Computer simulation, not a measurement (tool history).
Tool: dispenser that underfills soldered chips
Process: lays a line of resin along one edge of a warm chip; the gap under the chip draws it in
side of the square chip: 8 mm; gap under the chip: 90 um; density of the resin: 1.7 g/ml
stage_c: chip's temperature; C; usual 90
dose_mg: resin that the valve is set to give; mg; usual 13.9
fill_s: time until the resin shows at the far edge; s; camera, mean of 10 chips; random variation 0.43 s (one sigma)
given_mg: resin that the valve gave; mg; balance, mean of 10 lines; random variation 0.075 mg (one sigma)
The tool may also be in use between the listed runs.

{"run": 1, "hour": 0.0, "stage_c": 90, "dose_mg": 13.9, "fill_s": 32.9, "given_mg": 12.81}
{"run": 2, "hour": 3.7, "stage_c": 90, "dose_mg": 13.2, "fill_s": 41.8, "given_mg": 12.2}
{"run": 3, "hour": 10.3, "stage_c": 90, "dose_mg": 12.9, "fill_s": 63.7, "given_mg": 11.92}
{"hour": 12.4, "done": "new syringe of resin"}
{"run": 4, "hour": 16.3, "stage_c": 90, "dose_mg": 12.9, "fill_s": 40.7, "given_mg": 11.81}
{"run": 5, "hour": 22.6, "stage_c": 90, "dose_mg": 12.9, "fill_s": 57.1, "given_mg": 11.88}
{"hour": 25.9, "done": "new syringe of resin"}
{"run": 6, "hour": 28.2, "stage_c": 90, "dose_mg": 12.9, "fill_s": 36.6, "given_mg": 11.65}
{"run": 7, "hour": 33.5, "stage_c": 90, "dose_mg": 13.9, "fill_s": 49.0, "given_mg": 12.64}
{"run": 8, "hour": 36.7, "stage_c": 90, "dose_mg": 13.9, "fill_s": 60.1, "given_mg": 12.51}
{"hour": 39.5, "done": "new syringe of resin"}
{"run": 9, "hour": 41.3, "stage_c": 90, "dose_mg": 13.9, "fill_s": 34.6, "given_mg": 12.39}
{"run": 10, "hour": 48.1, "stage_c": 90, "dose_mg": 13.9, "fill_s": 51.5, "given_mg": 12.49}
{"hour": 53.2, "done": "new syringe of resin"}
{"hour": 55.4, "done": "dispensing valve cleaned and set on the balance"}
{"run": 11, "hour": 56.1, "stage_c": 90, "dose_mg": 17.4, "fill_s": 34.7, "given_mg": 17.35}
{"run": 12, "hour": 61.8, "stage_c": 90, "dose_mg": 14.3, "fill_s": 49.0, "given_mg": 14.17}
{"hour": 67.8, "done": "new syringe of resin"}
{"run": 13, "hour": 67.8, "stage_c": 90, "dose_mg": 14.3, "fill_s": 30.6, "given_mg": 14.2}
{"run": 14, "hour": 73.3, "stage_c": 90, "dose_mg": 14.3, "fill_s": 42.4, "given_mg": 14.03}
{"run": 15, "hour": 79.5, "stage_c": 90, "dose_mg": 14.3, "fill_s": 61.7, "given_mg": 14.09}
{"hour": 81.6, "done": "new syringe of resin"}
{"run": 16, "hour": 85.0, "stage_c": 90, "dose_mg": 14.3, "fill_s": 37.1, "given_mg": 13.96}
{"run": 17, "hour": 91.1, "stage_c": 90, "dose_mg": 14.3, "fill_s": 55.8, "given_mg": 13.89}
{"hour": 95.0, "done": "new syringe of resin"}
{"run": 18, "hour": 95.0, "stage_c": 96, "dose_mg": 13.9, "fill_s": 24.7, "given_mg": 13.48}
{"run": 19, "hour": 102.4, "stage_c": 96, "dose_mg": 13.9, "fill_s": 40.3, "given_mg": 13.38}
{"run": 20, "hour": 106.2, "stage_c": 97, "dose_mg": 14.9, "fill_s": 48.3, "given_mg": 14.16}
{"hour": 109.1, "done": "new syringe of resin"}
{"run": 21, "hour": 110.4, "stage_c": 93, "dose_mg": 15.7, "fill_s": 29.6, "given_mg": 15.06}
{"run": 22, "hour": 116.5, "stage_c": 93, "dose_mg": 15.7, "fill_s": 43.7, "given_mg": 14.94}
{"run": 23, "hour": 121.5, "stage_c": 85, "dose_mg": 12.1, "fill_s": 84.5, "given_mg": 11.56}
{"hour": 122.8, "done": "new syringe of resin"}
{"run": 24, "hour": 125.8, "stage_c": 87, "dose_mg": 13.9, "fill_s": 41.4, "given_mg": 13.34}
{"run": 25, "hour": 129.5, "stage_c": 87, "dose_mg": 13.9, "fill_s": 52.5, "given_mg": 13.32}
{"run": 26, "hour": 133.8, "stage_c": 87, "dose_mg": 13.9, "fill_s": 68.5, "given_mg": 13.24}
{"hour": 136.9, "done": "new syringe of resin"}
{"run": 27, "hour": 141.2, "stage_c": 77, "dose_mg": 14.7, "fill_s": 63.3, "given_mg": 13.84}
{"run": 28, "hour": 147.8, "stage_c": 102, "dose_mg": 16.1, "fill_s": 39.9, "given_mg": 15.26}
{"hour": 150.4, "done": "new syringe of resin"}
{"run": 29, "hour": 153.9, "stage_c": 87, "dose_mg": 13.9, "fill_s": 45.1, "given_mg": 12.89}
{"run": 30, "hour": 161.1, "stage_c": 90, "dose_mg": 14.1, "fill_s": 62.8, "given_mg": 13.0}
{"hour": 164.2, "done": "new syringe of resin"}
{"run": 31, "hour": 167.5, "stage_c": 89, "dose_mg": 13.7, "fill_s": 40.1, "given_mg": 12.66}
{"run": 32, "hour": 174.3, "stage_c": 76, "dose_mg": 17.3, "fill_s": 92.4, "given_mg": 15.89}
{"hour": 177.9, "done": "new syringe of resin"}
{"run": 33, "hour": 180.4, "stage_c": 103, "dose_mg": 12.4, "fill_s": 25.2, "given_mg": 11.31}
{"run": 34, "hour": 187.4, "stage_c": 81, "dose_mg": 17.8, "fill_s": 73.1, "given_mg": 16.14}

Forecast run 35:
{"hour": 191.5, "done": "new syringe of resin"}
{"run": 35, "hour": 194.8, "stage_c": 100, "dose_mg": 13.5, "fill_s": "?", "given_mg": "?"}

{"run 35": {"fill_s": 28.8, "given_mg": 12.11}}
Without the tool's hidden state the same run would have given fill_s 22.6 s, given_mg 13.44 mg.

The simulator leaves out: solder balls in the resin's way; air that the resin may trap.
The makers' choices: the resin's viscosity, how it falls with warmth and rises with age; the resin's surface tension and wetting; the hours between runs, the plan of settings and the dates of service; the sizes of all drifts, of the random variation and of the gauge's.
